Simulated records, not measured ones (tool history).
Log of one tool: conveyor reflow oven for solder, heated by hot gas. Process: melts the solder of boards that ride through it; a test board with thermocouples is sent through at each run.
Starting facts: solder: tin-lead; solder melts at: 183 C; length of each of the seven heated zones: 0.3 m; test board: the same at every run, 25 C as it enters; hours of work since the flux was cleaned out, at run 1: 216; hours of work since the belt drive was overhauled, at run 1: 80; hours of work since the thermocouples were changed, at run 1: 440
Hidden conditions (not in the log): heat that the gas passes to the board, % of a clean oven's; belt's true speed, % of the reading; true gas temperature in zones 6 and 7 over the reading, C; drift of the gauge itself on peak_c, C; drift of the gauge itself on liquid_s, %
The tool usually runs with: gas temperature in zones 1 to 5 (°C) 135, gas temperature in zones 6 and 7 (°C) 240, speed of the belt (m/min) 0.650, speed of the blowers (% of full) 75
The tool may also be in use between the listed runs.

run   hour  gas temperature in zones 1 to 5 (°C)  gas temperature in zones 6 and 7 (°C)  speed of the belt (m/min)  speed of the blowers (% of full)  hours of work since the flux was cleaned out  hours of work since the belt drive was overhauled  hours of work since the thermocouples were changed  highest temperature of the board (°C)  time above the solder's melting point (s)
  1    0.0                                   135                                    240                      0.650                                75                                           216                                                 80                                                 440                                  215.7                                       39.4
  2    8.4                                   135                                    240                      0.650                                75                                           220                                                 84                                                 444                                  216.3                                       39.1
  3   21.1                                   135                                    240                      0.650                                75                                           225                                                 89                                                 450                                  215.8                                       39.1
  4   30.1                                   135                                    240                      0.650                                75                                           229                                                 93                                                 454                                  216.4                                       38.6
  5   42.8                                   135                                    240                      0.650                                75                                           235                                                 99                                                 459                                  216.2                                       39.4
  6   50.5                                   121                                    240                      0.650                                75                                           238                                                102                                                 463                                  212.7                                       34.1
  7   58.3                                   121                                    240                      0.650                                75                                           242                                                106                                                 466                                  212.9                                       33.9
  8   66.0                                   144                                    240                      0.650                                75                                           245                                                109                                                 469                                  218.1                                       43.1
  9   75.3                                   144                                    240                      0.650                                75                                           249                                                113                                                 474                                  218.0                                       42.5
 10   83.1                                   132                                    238                      0.535                                88                                           253                                                117                                                 477                                  224.3                                       53.1
 11   97.6                                   132                                    238                      0.673                                88                                           259                                                123                                                 483                                  216.3                                       37.2
 12  105.9                                   129                                    241                      0.770                                79                                           263                                                127                                                 487                                  209.6                                       27.6

Estimate the outcome of run 13 from the log above:
 13  121.0                                   122                                    240                      0.650                                75                                           269                                                133                                                 494                                      ?                                          ?

{"run 13": {"highest temperature of the board (°C)": 212.9, "time above the solder's melting point (s)": 34.4}}
Were there no unlogged condition in the tool, this run, its random variation unchanged, would have produced highest temperature of the board (°C) 212.9, time above the solder's melting point (s) 34.4.
